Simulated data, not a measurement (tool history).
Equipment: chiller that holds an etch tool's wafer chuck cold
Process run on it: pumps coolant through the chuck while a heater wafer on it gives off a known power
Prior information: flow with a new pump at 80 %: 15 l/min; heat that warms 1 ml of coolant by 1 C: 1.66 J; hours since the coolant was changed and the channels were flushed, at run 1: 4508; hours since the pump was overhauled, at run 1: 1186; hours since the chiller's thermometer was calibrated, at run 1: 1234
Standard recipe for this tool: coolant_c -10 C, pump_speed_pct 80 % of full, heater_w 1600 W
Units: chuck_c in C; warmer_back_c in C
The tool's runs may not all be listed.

run,hour,coolant_c,pump_speed_pct,heater_w,hours since the coolant was changed and the channels were flushed,hours since the pump was overhauled,hours since the chiller's thermometer was calibrated,chuck_c,warmer_back_c
1,0,-10,80,1600,4508,1186,1234,2.8,3.93
2,33.7,-10,80,2268,4542,1220,1267,8.6,5.56
3,55.8,-10,80,2268,4564,1242,1289,8.8,5.59
4,87.3,-10,80,853,4596,1273,1321,-3.1,2.08
5,110.6,-10,81,1600,4619,1297,1344,3,3.91
6,139.1,-10,91,1600,4648,1325,1373,1.6,3.44
7,160.2,-10,80,1600,4669,1346,1394,2.8,3.93
8,186.6,-10,61,1600,4695,1373,1420,6.7,5.19
9,218.4,-10,61,1600,4727,1404,1452,6.5,5.1
10,252.4,-10,61,1600,4761,1438,1486,6.8,5.16
11,282.8,-10,61,1600,4791,1469,1516,6.6,5.18
12,311.8,-10,61,1600,4820,1498,1545,6.7,5.2
13,332.9,-16,61,1600,4841,1519,1567,0.9,5.19
14,365.3,-15,91,1764,4874,1551,1599,-2,3.86
15,388.9,-10,86,1590,4897,1575,1623,2.2,3.65
16,412.2,-10,86,1590,4921,1598,1646,2.1,3.62
17,443.2,-16,70,1974,4952,1629,1677,2.4,5.5
18,461.1,-16,70,1974,4969,1647,1695,2.4,5.55
19,486.2,-16,70,1974,4995,1672,1720,2.2,5.58
20,504.6,-6,74,1600,5013,1691,1738,8,4.29
21,522.6,-6,74,929,5031,1709,1756,2.3,2.51
22,547.7,-13,70,911,5056,1734,1781,-4.6,2.53
23,580.5,-13,70,911,5089,1767,1814,-4.6,2.56

Here are 5 independent what-if runs from the current tool condition. What would each one return?
A,600.8,-10,69,951,5109,1787,1834,?,?
B,600.8,-3,81,2205,5109,1787,1834,?,?
C,600.8,-20,70,911,5109,1787,1834,?,?
D,600.8,-13,70,1603,5109,1787,1834,?,?
E,600.8,-14,74,892,5109,1787,1834,?,?

run,chuck_c,warmer_back_c
A,-1.1,2.74
B,15.2,5.42
C,-11.7,2.59
D,1.8,4.52
E,-6.4,2.37
With no hidden state in the tool, these same runs would have given:
run,chuck_c,warmer_back_c
A,-1.7,2.67
B,13.6,5.27
C,-12.3,2.52
D,0.5,4.4
E,-6.9,2.31
